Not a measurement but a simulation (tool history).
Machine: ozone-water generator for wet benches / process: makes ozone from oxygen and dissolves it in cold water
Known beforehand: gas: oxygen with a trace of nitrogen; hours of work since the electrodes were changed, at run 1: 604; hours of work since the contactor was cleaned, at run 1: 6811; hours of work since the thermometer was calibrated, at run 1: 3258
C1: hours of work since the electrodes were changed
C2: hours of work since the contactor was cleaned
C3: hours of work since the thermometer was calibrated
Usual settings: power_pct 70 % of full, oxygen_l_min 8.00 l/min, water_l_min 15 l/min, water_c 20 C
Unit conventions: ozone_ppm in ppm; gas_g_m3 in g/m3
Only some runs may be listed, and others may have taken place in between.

{"run": 1, "hour": 0.0, "power_pct": 70, "oxygen_l_min": 8.0, "water_l_min": 15, "water_c": 20, "C1": 604, "C2": 6811, "C3": 3258, "ozone_ppm": 30.4, "gas_g_m3": 186.2}
{"run": 2, "hour": 27.0, "power_pct": 70, "oxygen_l_min": 8.0, "water_l_min": 15, "water_c": 20, "C1": 627, "C2": 6835, "C3": 3282, "ozone_ppm": 30.0, "gas_g_m3": 188.0}
{"run": 3, "hour": 75.9, "power_pct": 70, "oxygen_l_min": 8.0, "water_l_min": 15, "water_c": 20, "C1": 671, "C2": 6878, "C3": 3325, "ozone_ppm": 30.1, "gas_g_m3": 187.4}
{"run": 4, "hour": 122.0, "power_pct": 70, "oxygen_l_min": 8.0, "water_l_min": 15, "water_c": 20, "C1": 712, "C2": 6919, "C3": 3366, "ozone_ppm": 29.9, "gas_g_m3": 188.7}
{"run": 5, "hour": 174.8, "power_pct": 70, "oxygen_l_min": 8.0, "water_l_min": 15, "water_c": 20, "C1": 758, "C2": 6966, "C3": 3413, "ozone_ppm": 29.9, "gas_g_m3": 188.7}
{"run": 6, "hour": 201.8, "power_pct": 70, "oxygen_l_min": 8.0, "water_l_min": 15, "water_c": 26, "C1": 782, "C2": 6989, "C3": 3437, "ozone_ppm": 26.1, "gas_g_m3": 184.7}
{"run": 7, "hour": 243.4, "power_pct": 70, "oxygen_l_min": 8.0, "water_l_min": 15, "water_c": 20, "C1": 819, "C2": 7026, "C3": 3473, "ozone_ppm": 30.2, "gas_g_m3": 186.8}
{"hour": 274.4, "done": "water thermometer calibrated"}
{"run": 8, "hour": 279.2, "power_pct": 70, "oxygen_l_min": 8.0, "water_l_min": 15, "water_c": 20, "C1": 850, "C2": 7057, "C3": 4, "ozone_ppm": 30.1, "gas_g_m3": 186.7}
{"hour": 302.7, "done": "contactor cleaned"}
{"run": 9, "hour": 310.4, "power_pct": 70, "oxygen_l_min": 8.0, "water_l_min": 19, "water_c": 20, "C1": 874, "C2": 7, "C3": 28, "ozone_ppm": 26.9, "gas_g_m3": 187.0}
{"run": 10, "hour": 350.7, "power_pct": 70, "oxygen_l_min": 8.0, "water_l_min": 15, "water_c": 20, "C1": 910, "C2": 42, "C3": 64, "ozone_ppm": 30.7, "gas_g_m3": 185.2}
{"run": 11, "hour": 386.6, "power_pct": 70, "oxygen_l_min": 8.0, "water_l_min": 15, "water_c": 20, "C1": 942, "C2": 74, "C3": 96, "ozone_ppm": 30.8, "gas_g_m3": 186.9}
{"run": 12, "hour": 432.5, "power_pct": 70, "oxygen_l_min": 8.0, "water_l_min": 15, "water_c": 20, "C1": 982, "C2": 115, "C3": 136, "ozone_ppm": 30.8, "gas_g_m3": 185.2}
{"run": 13, "hour": 469.6, "power_pct": 84, "oxygen_l_min": 8.0, "water_l_min": 15, "water_c": 20, "C1": 1015, "C2": 148, "C3": 169, "ozone_ppm": 34.5, "gas_g_m3": 210.9}
{"run": 14, "hour": 507.0, "power_pct": 70, "oxygen_l_min": 5.32, "water_l_min": 15, "water_c": 20, "C1": 1048, "C2": 181, "C3": 202, "ozone_ppm": 33.9, "gas_g_m3": 245.8}
{"run": 15, "hour": 552.6, "power_pct": 70, "oxygen_l_min": 5.32, "water_l_min": 15, "water_c": 20, "C1": 1089, "C2": 221, "C3": 243, "ozone_ppm": 34.1, "gas_g_m3": 247.3}
{"run": 16, "hour": 580.9, "power_pct": 70, "oxygen_l_min": 5.32, "water_l_min": 15, "water_c": 20, "C1": 1114, "C2": 246, "C3": 268, "ozone_ppm": 34.2, "gas_g_m3": 249.0}
{"run": 17, "hour": 623.4, "power_pct": 62, "oxygen_l_min": 8.38, "water_l_min": 17, "water_c": 24, "C1": 1151, "C2": 284, "C3": 305, "ozone_ppm": 23.5, "gas_g_m3": 167.8}
{"run": 18, "hour": 648.5, "power_pct": 49, "oxygen_l_min": 4.35, "water_l_min": 22, "water_c": 20, "C1": 1173, "C2": 306, "C3": 328, "ozone_ppm": 20.6, "gas_g_m3": 224.3}
{"run": 19, "hour": 685.2, "power_pct": 68, "oxygen_l_min": 4.1, "water_l_min": 16, "water_c": 21, "C1": 1206, "C2": 338, "C3": 360, "ozone_ppm": 33.8, "gas_g_m3": 290.3}
{"run": 20, "hour": 733.9, "power_pct": 82, "oxygen_l_min": 8.0, "water_l_min": 15, "water_c": 24, "C1": 1249, "C2": 382, "C3": 403, "ozone_ppm": 31.1, "gas_g_m3": 206.1}
{"run": 21, "hour": 780.0, "power_pct": 82, "oxygen_l_min": 8.0, "water_l_min": 12, "water_c": 24, "C1": 1290, "C2": 422, "C3": 444, "ozone_ppm": 34.5, "gas_g_m3": 206.0}
{"run": 22, "hour": 805.9, "power_pct": 82, "oxygen_l_min": 8.0, "water_l_min": 12, "water_c": 24, "C1": 1313, "C2": 445, "C3": 467, "ozone_ppm": 34.7, "gas_g_m3": 207.5}
{"run": 23, "hour": 845.4, "power_pct": 82, "oxygen_l_min": 8.0, "water_l_min": 12, "water_c": 24, "C1": 1348, "C2": 480, "C3": 502, "ozone_ppm": 34.7, "gas_g_m3": 205.3}
{"run": 24, "hour": 878.5, "power_pct": 84, "oxygen_l_min": 8.0, "water_l_min": 15, "water_c": 20, "C1": 1377, "C2": 509, "C3": 531, "ozone_ppm": 34.0, "gas_g_m3": 208.8}
{"run": 25, "hour": 912.3, "power_pct": 84, "oxygen_l_min": 8.0, "water_l_min": 15, "water_c": 20, "C1": 1407, "C2": 539, "C3": 561, "ozone_ppm": 34.1, "gas_g_m3": 208.7}
{"run": 26, "hour": 954.0, "power_pct": 70, "oxygen_l_min": 11.54, "water_l_min": 20, "water_c": 18, "C1": 1444, "C2": 576, "C3": 598, "ozone_ppm": 23.7, "gas_g_m3": 142.3}
{"run": 27, "hour": 994.7, "power_pct": 68, "oxygen_l_min": 5.34, "water_l_min": 12, "water_c": 15, "C1": 1480, "C2": 612, "C3": 634, "ozone_ppm": 42.2, "gas_g_m3": 239.9}
{"run": 28, "hour": 1024.5, "power_pct": 70, "oxygen_l_min": 8.0, "water_l_min": 19, "water_c": 13, "C1": 1506, "C2": 639, "C3": 660, "ozone_ppm": 29.9, "gas_g_m3": 184.3}
{"run": 29, "hour": 1068.9, "power_pct": 83, "oxygen_l_min": 8.0, "water_l_min": 12, "water_c": 13, "C1": 1545, "C2": 678, "C3": 700, "ozone_ppm": 44.6, "gas_g_m3": 206.0}
{"run": 30, "hour": 1112.2, "power_pct": 64, "oxygen_l_min": 5.67, "water_l_min": 20, "water_c": 15, "C1": 1584, "C2": 716, "C3": 738, "ozone_ppm": 27.5, "gas_g_m3": 221.4}

Measured result minus the same run's result without the hidden state. Both carry the same run-to-run variation, though not necessarily the same gauge scatter:
Unlogged tool condition in this case: yield of the discharge, % of new electrodes'; contactor's efficiency, % of a clean one's; true water temperature over the reading, C; drift of the gauge itself on ozone_ppm, %; drift of the gauge itself on gas_g_m3, %.
run=1 ozone_ppm=-1.4 gas_g_m3=-4.0
run=2 ozone_ppm=-1.3 gas_g_m3=-4.0
run=3 ozone_ppm=-1.4 gas_g_m3=-4.2
run=4 ozone_ppm=-1.4 gas_g_m3=-4.4
run=5 ozone_ppm=-1.5 gas_g_m3=-4.6
run=6 ozone_ppm=-1.4 gas_g_m3=-4.6
run=7 ozone_ppm=-1.5 gas_g_m3=-4.9
run=8 ozone_ppm=-1.4 gas_g_m3=-5.0
run=9 ozone_ppm=-0.8 gas_g_m3=-5.2
run=10 ozone_ppm=-1.0 gas_g_m3=-5.2
run=11 ozone_ppm=-0.9 gas_g_m3=-5.4
run=12 ozone_ppm=-1.0 gas_g_m3=-5.5
run=13 ozone_ppm=-1.3 gas_g_m3=-7.3
run=14 ozone_ppm=-1.1 gas_g_m3=-7.7
run=15 ozone_ppm=-1.2 gas_g_m3=-7.9
run=16 ozone_ppm=-1.2 gas_g_m3=-8.1
run=17 ozone_ppm=-0.8 gas_g_m3=-5.1
run=18 ozone_ppm=-0.6 gas_g_m3=-5.9
run=19 ozone_ppm=-1.2 gas_g_m3=-10.0
run=20 ozone_ppm=-1.4 gas_g_m3=-8.2
run=21 ozone_ppm=-1.5 gas_g_m3=-8.5
run=22 ozone_ppm=-1.5 gas_g_m3=-8.6
run=23 ozone_ppm=-1.6 gas_g_m3=-8.7
run=24 ozone_ppm=-1.6 gas_g_m3=-9.2
run=25 ozone_ppm=-1.7 gas_g_m3=-9.3
run=26 ozone_ppm=-1.0 gas_g_m3=-5.8
run=27 ozone_ppm=-1.9 gas_g_m3=-9.8
run=28 ozone_ppm=-1.4 gas_g_m3=-7.7
run=29 ozone_ppm=-2.3 gas_g_m3=-10.0
run=30 ozone_ppm=-1.3 gas_g_m3=-9.2

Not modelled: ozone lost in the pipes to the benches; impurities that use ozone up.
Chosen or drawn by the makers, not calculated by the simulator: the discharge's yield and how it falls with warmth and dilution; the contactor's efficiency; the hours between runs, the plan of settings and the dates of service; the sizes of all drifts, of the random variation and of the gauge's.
